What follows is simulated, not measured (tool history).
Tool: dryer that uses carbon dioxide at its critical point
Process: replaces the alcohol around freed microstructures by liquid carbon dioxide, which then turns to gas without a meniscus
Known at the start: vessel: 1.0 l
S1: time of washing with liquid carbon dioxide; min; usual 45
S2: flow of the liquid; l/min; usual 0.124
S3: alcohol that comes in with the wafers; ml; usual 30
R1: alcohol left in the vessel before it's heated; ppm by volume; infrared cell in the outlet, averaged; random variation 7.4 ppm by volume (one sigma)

run,hour,S1,S2,S3,R1
1,0.0,45,0.124,30,520
2,11.6,45,0.124,30,542
3,19.9,45,0.124,30,531
4,30.4,49,0.124,30,389
5,41.6,49,0.124,30,399
6,53.5,45,0.124,30,561
7,64.7,45,0.170,30,151
8,75.0,45,0.170,30,151
9,85.3,39,0.086,30,2635
10,91.9,45,0.124,38,722
11,101.4,37,0.109,30,1721
12,108.7,45,0.124,42,838
13,114.4,36,0.083,78,9356
14,126.6,45,0.124,32,652

Forecast each of these 3 alternatives for the next run:
A,138.6,34,0.175,21,?
B,138.6,40,0.124,32,?
C,138.6,49,0.124,30,?

run,R1
A,355
B,1029
C,453
Without the tool's hidden state the same runs would have given:
run,R1
A,191
B,648
C,251
